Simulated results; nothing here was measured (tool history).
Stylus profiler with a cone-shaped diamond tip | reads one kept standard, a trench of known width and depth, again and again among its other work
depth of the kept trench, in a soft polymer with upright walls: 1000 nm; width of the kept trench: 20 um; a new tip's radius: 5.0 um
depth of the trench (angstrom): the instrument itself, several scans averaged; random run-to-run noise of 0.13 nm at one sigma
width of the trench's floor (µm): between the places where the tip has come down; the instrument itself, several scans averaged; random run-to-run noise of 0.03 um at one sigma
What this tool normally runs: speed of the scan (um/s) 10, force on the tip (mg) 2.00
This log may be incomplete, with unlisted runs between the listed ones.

run,hour,speed of the scan (um/s),force on the tip (mg),depth of the trench (angstrom),width of the trench's floor (µm)
1,0.0,10,2.00,10064.6,11.81
2,14.6,10,2.00,10064.8,11.83
3,30.1,10,2.00,10063.1,11.81
4,44.2,10,2.00,10062.6,11.69
5,55.9,10,2.00,10063.1,11.66
6,65.3,10,2.00,10064.9,11.60
7,72.5,10,2.00,10064.1,11.60
8,79.5,10,2.00,10061.0,11.60
9,88.2,10,2.00,10063.1,11.54
10,101.9,10,2.00,10063.8,11.48
11,113.0,10,2.00,10062.0,11.43
12,129.3,10,2.00,10063.1,11.39
13,138.0,10,2.00,10060.8,11.37
14,146.3,10,2.00,10060.7,11.37
15,161.3,10,2.00,10061.9,11.32
16,174.1,10,2.00,10064.2,11.22
17,189.2,10,2.00,10061.3,11.21
18,198.5,10,2.00,10061.1,11.14
19,210.3,10,2.00,10062.8,11.11
20,225.8,10,2.00,10061.3,11.12
21,234.4,10,2.00,10060.0,11.01
22,243.0,10,2.20,10066.3,10.99
23,252.6,10,2.00,10060.5,10.99
24,259.9,31,1.28,10042.4,10.79
25,274.5,31,3.33,10087.1,10.85
26,288.4,31,3.33,10088.6,10.79
27,301.3,5,2.80,10076.3,10.88
28,308.7,5,2.80,10075.2,10.86
29,318.7,5,0.71,10025.9,10.85
30,331.5,5,0.71,10022.1,10.76
31,344.4,4,0.88,10028.9,10.76
32,360.8,6,5.01,10116.4,10.69
33,377.4,18,2.84,10076.5,10.61
34,385.0,18,2.84,10077.4,10.57
35,400.6,17,3.02,10080.1,10.55
36,408.2,17,3.02,10081.4,10.52
37,419.3,17,3.02,10078.7,10.50
38,432.6,5,0.70,10023.4,10.48
39,445.8,5,0.70,10022.1,10.41
40,453.6,6,2.00,10054.3,10.42
41,466.2,10,3.84,10094.8,10.40

Estimate the outcome of run 42 from the log above:
42,473.1,10,3.84,?,?

{"run 42": {"depth of the trench (angstrom)": 10093.9, "width of the trench's floor (µm)": 10.34}}
If the tool had no hidden condition, the same run with the same run-to-run variation would have returned depth of the trench (angstrom) 10107.6, width of the trench's floor (µm) 13.95.

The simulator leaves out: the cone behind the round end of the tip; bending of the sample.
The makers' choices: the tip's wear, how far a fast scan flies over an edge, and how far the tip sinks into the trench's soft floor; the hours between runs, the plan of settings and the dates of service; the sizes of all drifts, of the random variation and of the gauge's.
